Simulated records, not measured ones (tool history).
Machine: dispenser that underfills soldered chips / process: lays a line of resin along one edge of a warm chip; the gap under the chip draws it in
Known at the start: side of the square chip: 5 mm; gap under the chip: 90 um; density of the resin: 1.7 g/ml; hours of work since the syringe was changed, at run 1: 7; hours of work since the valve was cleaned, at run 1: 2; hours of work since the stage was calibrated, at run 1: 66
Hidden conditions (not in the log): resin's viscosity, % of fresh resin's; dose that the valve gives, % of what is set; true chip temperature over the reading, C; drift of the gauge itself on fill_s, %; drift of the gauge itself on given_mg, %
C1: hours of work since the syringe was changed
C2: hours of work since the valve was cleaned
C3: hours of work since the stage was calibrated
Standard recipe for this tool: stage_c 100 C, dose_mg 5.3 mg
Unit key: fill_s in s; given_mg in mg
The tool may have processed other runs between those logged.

Run 1, hour 0: usual settings; C1 7; C2 2; C3 66. Result: fill_s 7.5 s, given_mg 5.33 mg.
At hour 4.4: new syringe of resin.
Run 2, hour 5.1: usual settings; C1 0; C2 5; C3 69. Result: fill_s 6 s, given_mg 5.26 mg.
Run 3, hour 8.5: usual settings; C1 3; C2 8; C3 72. Result: fill_s 6.3 s, given_mg 5.27 mg.
Run 4, hour 12.5: usual settings; C1 6; C2 11; C3 75. Result: fill_s 6.6 s, given_mg 5.2 mg.
At hour 17.9: new syringe of resin.
Run 5, hour 18: usual settings but stage_c 95 C; C1 0; C2 14; C3 78. Result: fill_s 6.8 s, given_mg 5.27 mg.
Run 6, hour 20.6: usual settings but stage_c 95 C; C1 2; C2 16; C3 80. Result: fill_s 7.1 s, given_mg 5.19 mg.
Run 7, hour 26.3: usual settings but stage_c 95 C; C1 6; C2 20; C3 84. Result: fill_s 8 s, given_mg 5.16 mg.
At hour 31.6: new syringe of resin.
Run 8, hour 32.3: usual settings but stage_c 95 C, dose_mg 6.01 mg; C1 1; C2 24; C3 88. Result: fill_s 6.3 s, given_mg 5.86 mg.
Run 9, hour 35.2: usual settings; C1 3; C2 26; C3 90. Result: fill_s 6.3 s, given_mg 5.21 mg.
Run 10, hour 38.9: usual settings; C1 5; C2 29; C3 93. Result: fill_s 6.9 s, given_mg 5.18 mg.
Run 11, hour 43.9: usual settings; C1 9; C2 33; C3 96. Result: fill_s 7 s, given_mg 5.16 mg.
At hour 45: new syringe of resin.
Run 12, hour 47.8: usual settings but dose_mg 6.42 mg; C1 2; C2 35; C3 99. Result: fill_s 6.1 s, given_mg 6.18 mg.
Run 13, hour 50.9: usual settings but dose_mg 6.42 mg; C1 4; C2 37; C3 101. Result: fill_s 6.2 s, given_mg 6.26 mg.
Run 14, hour 55.2: usual settings but stage_c 101 C, dose_mg 4.9 mg; C1 7; C2 40; C3 104. Result: fill_s 7.1 s, given_mg 4.76 mg.
At hour 58.8: new syringe of resin.
Run 15, hour 59.3: usual settings but stage_c 101 C, dose_mg 4.9 mg; C1 0; C2 43; C3 107. Result: fill_s 5.2 s, given_mg 4.7 mg.
Run 16, hour 62.5: usual settings but stage_c 111 C, dose_mg 4.9 mg; C1 3; C2 45; C3 109. Result: fill_s 3.7 s, given_mg 4.62 mg.
Run 17, hour 67.9: usual settings but stage_c 103 C, dose_mg 4.94 mg; C1 6; C2 49; C3 113. Result: fill_s 6.3 s, given_mg 4.66 mg.
At hour 72.4: new syringe of resin.
Run 18, hour 73.2: usual settings but stage_c 93 C, dose_mg 5.22 mg; C1 1; C2 53; C3 116. Result: fill_s 7.1 s, given_mg 4.99 mg.
Run 19, hour 76.9: usual settings but stage_c 94 C, dose_mg 4.95 mg; C1 3; C2 55; C3 119. Result: fill_s 8 s, given_mg 4.84 mg.
Run 20, hour 81.2: usual settings but stage_c 87 C, dose_mg 6.05 mg; C1 6; C2 58; C3 122. Result: fill_s 10.3 s, given_mg 5.79 mg.
Run 21, hour 84.5: usual settings but stage_c 87 C, dose_mg 6.05 mg; C1 9; C2 61; C3 125. Result: fill_s 11.9 s, given_mg 5.81 mg.
At hour 86.2: new syringe of resin.
Run 22, hour 88.8: usual settings but stage_c 110 C, dose_mg 6.09 mg; C1 2; C2 64; C3 127. Result: fill_s 4 s, given_mg 5.79 mg.
Run 23, hour 94.5: usual settings but stage_c 110 C, dose_mg 6.09 mg; C1 6; C2 68; C3 131. Result: fill_s 4.3 s, given_mg 5.67 mg.
Run 24, hour 97.9: usual settings but stage_c 108 C, dose_mg 4.92 mg; C1 8; C2 70; C3 134. Result: fill_s 5.4 s, given_mg 4.59 mg.
At hour 99.9: new syringe of resin.
Run 25, hour 101.6: usual settings but stage_c 108 C, dose_mg 4.92 mg; C1 1; C2 72; C3 136. Result: fill_s 4.3 s, given_mg 4.64 mg.
Run 26, hour 106.8: usual settings but stage_c 107 C, dose_mg 5.44 mg; C1 5; C2 76; C3 140. Result: fill_s 4.9 s, given_mg 5.1 mg.

How the hidden state differs across the entries between the runs, from the last listed run before each to the first after it:
Run 1 -> run 2: new syringe of resin (hour 4.4)
  resin's viscosity, % of fresh resin's: 123 -> 103.2; dose that the valve gives, % of what is set: 100.1 -> 99.8; true chip temperature over the reading, C: 0.42 -> 0.44
  difference, measured minus the result without the unlogged condition, fill_s: +1.2 -> +0.1 s; given_mg: +0.01 -> -0.01 mg
Run 4 -> run 5: new syringe of resin (hour 17.9)
  resin's viscosity, % of fresh resin's: 121.5 -> 99.6; dose that the valve gives, % of what is set: 99.3 -> 99; true chip temperature over the reading, C: 0.48 -> 0.51
  difference, measured minus the result without the unlogged condition, fill_s: +1.1 -> -0.2 s; given_mg: -0.04 -> -0.06 mg
Run 7 -> run 8: new syringe of resin (hour 31.6)
  resin's viscosity, % of fresh resin's: 119.7 -> 101.6; dose that the valve gives, % of what is set: 98.45 -> 98.08; true chip temperature over the reading, C: 0.55 -> 0.58
  difference, measured minus the result without the unlogged condition, fill_s: +1.2 -> +0 s; given_mg: -0.08 -> -0.11 mg
Run 11 -> run 12: new syringe of resin (hour 45)
  resin's viscosity, % of fresh resin's: 131.2 -> 105.7; dose that the valve gives, % of what is set: 97.31 -> 97.09; true chip temperature over the reading, C: 0.64 -> 0.66
  difference, measured minus the result without the unlogged condition, fill_s: +1.6 -> +0.1 s; given_mg: -0.14 -> -0.18 mg
Run 14 -> run 15: new syringe of resin (hour 58.8)
  resin's viscosity, % of fresh resin's: 124.3 -> 102.2; dose that the valve gives, % of what is set: 96.61 -> 96.35; true chip temperature over the reading, C: 0.7 -> 0.72
  difference, measured minus the result without the unlogged condition, fill_s: +1.3 -> +0.1 s; given_mg: -0.16 -> -0.17 mg
Run 17 -> run 18: new syringe of resin (hour 72.4)
  resin's viscosity, % of fresh resin's: 123.5 -> 100.8; dose that the valve gives, % of what is set: 95.81 -> 95.5; true chip temperature over the reading, C: 0.77 -> 0.8
  difference, measured minus the result without the unlogged condition, fill_s: +1.1 -> -0.1 s; given_mg: -0.21 -> -0.23 mg
Run 21 -> run 22: new syringe of resin (hour 86.2)
  resin's viscosity, % of fresh resin's: 129.3 -> 103.2; dose that the valve gives, % of what is set: 94.8 -> 94.53; true chip temperature over the reading, C: 0.85 -> 0.87
  difference, measured minus the result without the unlogged condition, fill_s: +2.5 -> +0 s; given_mg: -0.31 -> -0.33 mg
Run 24 -> run 25: new syringe of resin (hour 99.9)
  resin's viscosity, % of fresh resin's: 126.2 -> 102.2; dose that the valve gives, % of what is set: 93.99 -> 93.78; true chip temperature over the reading, C: 0.93 -> 0.95
  difference, measured minus the result without the unlogged condition, fill_s: +1 -> +0 s; given_mg: -0.3 -> -0.3 mg

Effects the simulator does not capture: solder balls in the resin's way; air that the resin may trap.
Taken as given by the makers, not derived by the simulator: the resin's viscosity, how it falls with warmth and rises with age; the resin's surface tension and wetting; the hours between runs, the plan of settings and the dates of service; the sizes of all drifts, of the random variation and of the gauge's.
